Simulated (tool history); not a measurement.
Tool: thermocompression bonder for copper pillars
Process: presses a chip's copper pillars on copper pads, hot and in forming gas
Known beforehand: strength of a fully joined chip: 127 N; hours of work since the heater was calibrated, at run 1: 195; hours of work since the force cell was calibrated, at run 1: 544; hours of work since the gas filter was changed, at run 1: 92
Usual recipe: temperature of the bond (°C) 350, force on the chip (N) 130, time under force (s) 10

run   hour  temperature of the bond (°C)  force on the chip (N)  time under force (s)  hours of work since the heater was calibrated  hours of work since the force cell was calibrated  hours of work since the gas filter was changed  force that shears a chip off (N)
  1    0.0                           350                    130                    10                                            195                                                544                                              92                              80.2
  2    6.7                           350                    130                    10                                            200                                                549                                              97                              81.1
  3   10.5                           350                    130                    10                                            203                                                551                                             100                              80.4
  4   17.4                           348                    130                    10                                            208                                                556                                             105                              80.2
  5   23.5                           348                    130                    10                                            212                                                561                                             109                              78.8
  6   27.5                           348                    130                    10                                            215                                                563                                             112                              78.9
  7   36.7                           350                    130                    10                                            221                                                570                                             118                              79.5
  8   41.6                           350                    130                    10                                            225                                                574                                             122                              79.9
  9   47.4                           340                    152                    11                                            229                                                578                                             126                              84.0
 10   53.2                           340                    152                    11                                            233                                                582                                             130                              83.2
 11   58.6                           326                    152                    27                                            237                                                586                                             134                              95.5
 12   67.8                           350                    130                    11                                            244                                                592                                             141                              82.5
 13   75.3                           327                     97                     6                                            249                                                598                                             146                              44.6
 14   83.7                           327                     97                     6                                            255                                                604                                             152                              45.2
 15   91.8                           351                    104                    10                                            261                                                610                                             158                              70.8
 16  101.1                           350                    133                     9                                            267                                                616                                             165                              78.9

Predict each of these 4 candidate next runs independently; none follows another, all start after run 16:
  A  105.3                           350                    150                     9                                            271                                                619                                             168                                 ?
  B  105.3                           334                     95                    10                                            271                                                619                                             168                                 ?
  C  105.3                           350                    130                     6                                            271                                                619                                             168                                 ?
  D  105.3                           379                    133                     9                                            271                                                619                                             168                                 ?

run  force that shears a chip off (N)
  A                              84.4
  B                              57.6
  C                              69.2
  D                              95.4
Without the tool's unlogged condition, the same runs would have read:
run  force that shears a chip off (N)
  A                              84.5
  B                              57.6
  C                              69.2
  D                              95.4
